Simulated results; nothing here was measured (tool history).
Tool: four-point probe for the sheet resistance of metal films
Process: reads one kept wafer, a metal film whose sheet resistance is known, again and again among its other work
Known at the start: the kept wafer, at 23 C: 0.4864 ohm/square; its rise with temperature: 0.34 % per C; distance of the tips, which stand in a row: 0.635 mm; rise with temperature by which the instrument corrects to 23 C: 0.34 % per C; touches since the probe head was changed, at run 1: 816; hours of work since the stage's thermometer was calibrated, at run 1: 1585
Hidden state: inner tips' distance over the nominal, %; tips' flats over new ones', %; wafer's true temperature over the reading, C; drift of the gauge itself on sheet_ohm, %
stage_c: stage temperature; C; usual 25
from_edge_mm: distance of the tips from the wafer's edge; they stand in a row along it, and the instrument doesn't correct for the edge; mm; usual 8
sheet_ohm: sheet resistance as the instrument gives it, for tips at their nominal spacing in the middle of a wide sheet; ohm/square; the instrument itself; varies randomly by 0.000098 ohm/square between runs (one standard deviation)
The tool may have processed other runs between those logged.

run    hour  stage_c  from_edge_mm  touches since the probe head was changed  hours of work since the stage's thermometer was calibrated  sheet_ohm
  1       0       25             8                                       816                                                        1585   0.487977
  2    36.2       23             8                                      1574                                                        1606   0.487939
  3    68.6       25             8                                      2252                                                        1625    0.48821
  4   124.6       25             8                                      3425                                                        1657   0.487992
  5   198.7       25             8                                      4976                                                        1700   0.488249
  6   267.8       25             8                                      6423                                                        1740   0.488104
  7   320.2       27             8                                      7519                                                        1770   0.488178
  8   365.7       27             8                                      8472                                                        1796   0.488042
  9   397.6       27             8                                      9140                                                        1814   0.488268
 10   441.4       25            11                                     10058                                                        1839   0.487276
 11   496.3       25            11                                     11207                                                        1871   0.487134
 12   554.3       32            11                                     12420                                                        1904   0.487462
 13   599.7       32            11                                     13372                                                        1931   0.487498
 14   636.2       25             8                                     14135                                                        1952   0.488136
 15   704.3       25             8                                     15562                                                        1991   0.488062
 16     780       25             8                                     17147                                                        2034   0.488116
 17   824.7       18             8                                     18082                                                        2060   0.487871
 18   873.4       25             6                                     19101                                                        2088   0.489434
 19   941.4       25            18                                     20525                                                        2127   0.486889
 20   999.3       25            38                                     21737                                                        2160   0.486388
 21  1059.1       25            38                                     22990                                                        2195   0.486411
 22  1119.7       25            69                                     24258                                                        2230   0.486449

What does the tool deliver on the next run?
 23  1159.3       25             8                                     25088                                                        2253          ?

Run 23 produced sheet_ohm 0.488029 ohm/square.
Without the tool's hidden state the same run would have given sheet_ohm 0.488042 ohm/square.
